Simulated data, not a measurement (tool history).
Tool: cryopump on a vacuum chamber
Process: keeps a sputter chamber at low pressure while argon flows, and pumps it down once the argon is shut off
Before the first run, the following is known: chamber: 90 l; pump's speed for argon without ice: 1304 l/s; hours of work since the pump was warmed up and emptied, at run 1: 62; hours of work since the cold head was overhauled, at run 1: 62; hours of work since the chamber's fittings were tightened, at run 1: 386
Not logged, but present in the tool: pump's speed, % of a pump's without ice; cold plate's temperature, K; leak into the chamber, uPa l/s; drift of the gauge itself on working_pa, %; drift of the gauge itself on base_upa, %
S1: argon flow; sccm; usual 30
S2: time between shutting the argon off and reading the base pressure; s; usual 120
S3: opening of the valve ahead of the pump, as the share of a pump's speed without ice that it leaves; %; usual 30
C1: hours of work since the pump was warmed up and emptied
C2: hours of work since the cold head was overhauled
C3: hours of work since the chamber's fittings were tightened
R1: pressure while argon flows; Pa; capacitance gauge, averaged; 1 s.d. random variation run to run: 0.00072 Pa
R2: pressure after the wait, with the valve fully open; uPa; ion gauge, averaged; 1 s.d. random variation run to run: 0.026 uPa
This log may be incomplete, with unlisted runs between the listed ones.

run    hour  S1   S2  S3   C1   C2    C3      R1    R2
  1     0.0  30  120  30   62   62   386  0.1322  1.41
  2    20.0  30  120  30   77   77   401  0.1316  1.49
  3    66.1  30  120  30  112  112   436  0.1332  1.50
  4   106.2  30  120  30  142  142   466  0.1333  1.62
  5   125.3  30  120  30  156  156   480  0.1339  1.53
  6   156.7  30   57  30  180  180   504  0.1346  2.57
  7   179.5  30   57  30  197  197   521  0.1350  2.48
  8   212.0  30   57  30  221  221   545  0.1352  2.62
  9   243.2  30   57  30  245  245   569  0.1378  2.69
 10   288.9  30  120  30  279  279   603  0.1372  1.77
 11   315.5  30  120  30  299  299   623  0.1384  1.84
 12   348.6  30  120  31  324  324   648  0.1343  1.85
 13   386.3  30  120  31  353  353   677  0.1361  1.89
 14   419.4  30  120  30  377  377   701  0.1389  1.89
 15   446.2  30  120  30  398  398   722  0.1395  1.94
 16   476.6  30  120  30  420  420   744  0.1422  2.01
 17   511.6  30  120  30  447  447   771  0.1431  2.07
 18   552.8  15   61  19  478  478   802  0.1098  2.92
 19   584.2  29   93  38  501  501   825  0.1136  2.44
 20   630.4  30   77  30  536  536   860  0.1473  2.78
 21   674.9  30   77  30  570  570   894  0.1476  2.82
 22   694.2  34  120  47  584  584   908  0.1156  2.38
      709.6  -- pump warmed up, emptied and cooled again
 23   720.4  34  120  47    8  600   924  0.0941  1.91
 24   742.5  34  120  47   25  617   941  0.0948  1.90
 25   762.8  34  120  47   40  632   956  0.0960  1.89
 26   791.4  16   93  47   62  653   977  0.0450  2.26
 27   817.9  16   93  47   81  673   997  0.0453  2.30
 28   862.7  15   82  59  115  707  1031  0.0349  2.51
 29   887.2  14  176  26  134  725  1049  0.0722  1.88
 30   922.2  30  120  49  160  752  1076  0.0839  2.19
 31   964.6  30  120  49  192  784  1108  0.0850  2.19
 32  1008.7  30  120  59  225  817  1141  0.0726  2.29
 33  1052.8  12   92  28  258  850  1174  0.0575  2.66
 34  1090.3  52  106  35  286  878  1202  0.2046  2.51

Some steps in R1, run to run, broken into two amounts with sign: the step expected even without the hidden condition (settings, incoming material, random variation), and the rest, left for the hidden condition together with whatever gauge scatter is not in both the measured and the hidden-condition-free result:
Run 18 -> 19: S1 15 -> 29, S2 61 -> 93, S3 19 -> 38. R1 +0.0038 Pa: hidden state +0.0078, all else -0.0040.
Run 22 -> 23: pump warmed up, emptied and cooled again. R1 -0.0215 Pa: hidden state -0.0214, all else -0.0001.
Run 25 -> 26: S1 34 -> 16, S2 120 -> 93. R1 -0.0510 Pa: hidden state -0.0005, all else -0.0505.
Run 28 -> 29: S1 15 -> 14, S2 82 -> 176, S3 59 -> 26. R1 +0.0373 Pa: hidden state +0.0001, all else +0.0372.
Run 33 -> 34: S1 12 -> 52, S2 92 -> 106, S3 28 -> 35. R1 +0.1471 Pa: hidden state +0.0106, all else +0.1365.
